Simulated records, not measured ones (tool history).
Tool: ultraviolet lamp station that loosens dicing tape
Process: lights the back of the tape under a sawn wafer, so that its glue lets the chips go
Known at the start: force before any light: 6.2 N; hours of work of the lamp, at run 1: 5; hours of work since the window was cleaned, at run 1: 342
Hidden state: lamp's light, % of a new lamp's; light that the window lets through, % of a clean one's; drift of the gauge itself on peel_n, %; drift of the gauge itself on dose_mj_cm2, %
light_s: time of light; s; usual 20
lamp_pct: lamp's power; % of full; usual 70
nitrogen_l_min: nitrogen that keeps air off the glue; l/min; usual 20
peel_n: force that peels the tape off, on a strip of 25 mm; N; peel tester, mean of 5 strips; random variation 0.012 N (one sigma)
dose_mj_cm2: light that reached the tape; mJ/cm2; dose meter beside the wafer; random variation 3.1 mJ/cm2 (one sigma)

run   hour  light_s  lamp_pct  nitrogen_l_min  hours of work of the lamp  hours of work since the window was cleaned  peel_n  dose_mj_cm2
  1    0.0       20        70              20                          5                                         342   0.646          414
       3.3  -- window cleaned of glue's vapour
  2   14.6       20        70              20                         11                                           5   0.539          460
  3   30.3       20        70              20                         18                                          11   0.554          464
  4   48.3       20        74              20                         25                                          18   0.482          485
  5   65.8       20        74              20                         32                                          25   0.492          479
  6   85.3       20        74              20                         40                                          33   0.502          479
  7  101.5       20        74              20                         47                                          40   0.485          478
  8  118.0       20        74              20                         53                                          47   0.508          474
  9  133.2       20        74              20                         59                                          53   0.530          474
 10  142.6       20        74              20                         63                                          57   0.511          468
 11  154.2       20        74              20                         68                                          62   0.491          469
 12  172.2       20        74              20                         75                                          69   0.533          471
 13  184.3       20        60              20                         80                                          74   0.808          379
 14  194.3       20        70              20                         84                                          78   0.574          438
 15  205.4       20        70              20                         89                                          82   0.571          437
 16  224.7       20        70              33                         97                                          90   0.412          437
 17  245.5       20        70              20                        105                                          99   0.642          433
 18  258.3       20        70              20                        110                                         104   0.646          434
 19  269.8       20        70              20                        115                                         109   0.634          429
 20  281.9       20        70              20                        120                                         114   0.628          431
 21  301.6       20        95              12                        128                                         122   0.524          579
 22  310.6       25        93               6                        132                                         125   0.668          711
 23  321.6       25        93               6                        136                                         130   0.662          708
 24  337.9       24        70              26                        143                                         136   0.353          507
 25  354.1       11        79              22                        149                                         143   1.412          262
 26  368.2       11        79              20                        155                                         149   1.438          260
 27  380.4       18        95               9                        160                                         154   0.887          515
 28  400.0       37        87              34                        168                                         162   0.127          952
 29  416.2       14        87               9                        175                                         168   1.534          362
 30  437.4       14        87               9                        183                                         177   1.468          361
 31  448.5       14        87               9                        188                                         181   1.515          356
 32  468.5       14        87               9                        196                                         190   1.545          357
 33  480.1       14        87               9                        201                                         194   1.566          353
 34  499.0       14        87               9                        209                                         202   1.600          351
 35  516.2       14        87               9                        216                                         209   1.598          350
 36  537.4       14        87               9                        224                                         218   1.629          348
 37  556.4       20        70              15                        232                                         225   0.905          398
 38  577.5       20        70              15                        240                                         234   0.934          397

Hidden state or all else? Some run-to-run changes of peel_n, split into what the settings, what came in and random variation would give without the hidden state, and what is left for the hidden state (with any gauge scatter that isn't in both results):
Run 24 -> 25: light_s 24 -> 11, lamp_pct 70 -> 79, nitrogen_l_min 26 -> 22. peel_n +1.059 N: hidden state +0.143, all else +0.916.
Run 27 -> 28: light_s 18 -> 37, lamp_pct 95 -> 87, nitrogen_l_min 9 -> 34. peel_n -0.760 N: hidden state -0.167, all else -0.593.
Run 28 -> 29: light_s 37 -> 14, nitrogen_l_min 34 -> 9. peel_n +1.407 N: hidden state +0.247, all else +1.160.
